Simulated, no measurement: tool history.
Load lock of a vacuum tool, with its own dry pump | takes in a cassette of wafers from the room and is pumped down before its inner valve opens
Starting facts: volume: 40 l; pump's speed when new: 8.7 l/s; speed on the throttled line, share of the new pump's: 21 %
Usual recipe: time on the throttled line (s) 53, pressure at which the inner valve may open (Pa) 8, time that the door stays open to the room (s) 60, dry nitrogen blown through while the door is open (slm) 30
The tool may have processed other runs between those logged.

run	day	time on the throttled line (s)	pressure at which the inner valve may open (Pa)	time that the door stays open to the room (s)	dry nitrogen blown through while the door is open (slm)	incoming humidity of the room's air, %	time from the closed door until the inner valve may open (s)	rise of the pressure with all valves shut (Pa/min)
1	0.000	53	8	60	30	44.4	87.0	0.124
2	4.512	53	8	38	30	45.3	87.2	0.121
3	13.533	53	8	38	30	49.3	87.7	0.124
4	17.942	53	8	60	30	46.7	86.4	0.143
5	24.054	53	8	60	30	46.0	87.4	0.146
6	30.858	53	8	60	30	47.9	87.7	0.150
7	35.038	53	8	60	30	45.2	87.0	0.152
8	40.754	53	8	60	30	45.5	87.3	0.153
9	45.525	53	8	60	30	43.9	88.6	0.164
10	54.058	53	8	60	30	44.3	86.9	0.168
11	59.346	53	8	28	30	45.8	87.5	0.162
12	64.604	53	8	28	30	44.5	87.6	0.168
13	73.233	53	8	56	30	46.0	88.2	0.191
14	77.262	53	8	56	30	44.8	88.5	0.190
15	81.779	53	8	56	30	43.7	87.5	0.183
16	91.012	53	8	56	30	45.9	89.2	0.200
17	99.492	53	8	56	30	45.9	88.9	0.210
18	103.975	53	8	56	30	46.9	88.5	0.219
19	109.900	53	8	60	30	43.9	87.2	0.229
20	118.554	53	12	122	30	44.4	87.1	0.251
21	126.871	44	8	41	30	45.1	80.7	0.236
22	133.725	53	8	227	30	45.5	89.2	0.289
23	138.412	101	8	38	30	41.1	125.8	0.254
24	145.325	78	8	60	15	46.1	106.3	0.268
25	151.721	88	8	31	31	43.9	114.9	0.261
26	159.546	65	10	31	5	47.2	97.9	0.286
27	165.038	101	7	60	30	46.7	125.1	0.291
28	170.975	101	7	60	30	43.3	126.5	0.290
29	175.996	101	6	101	30	45.3	127.3	0.307
30	185.354	52	11	186	7	44.6	86.0	0.359
31	193.604	52	9	51	7	46.6	87.3	0.326
32	203.088	53	14	237	4	47.3	85.1	0.405
33	208.012	30	14	87	18	46.4	68.5	0.345
34	216.858	30	14	87	18	42.1	68.2	0.362
35	224.104	27	8	75	30	46.4	68.2	0.357
36	232.550	27	8	75	30	46.4	69.0	0.378
37	237.083	53	8	92	17	44.6	89.3	0.383
38	244.679	33	9	26	6	50.0	73.8	0.388

Alternative continuations, all from the tool just after run 38; predict every row:
A	254.354	35	10	32	6	43.9	?	?
B	254.354	33	16	60	30	48.9	?	?
C	254.354	53	10	209	9	46.0	?	?

run	time from the closed door until the inner valve may open (s)	rise of the pressure with all valves shut (Pa/min)
A	74.9	0.399
B	71.1	0.402
C	88.5	0.454
With no hidden state in the tool, these same runs would have given:
run	time from the closed door until the inner valve may open (s)	rise of the pressure with all valves shut (Pa/min)
A	70.8	0.027
B	67.2	0.028
C	84.8	0.087
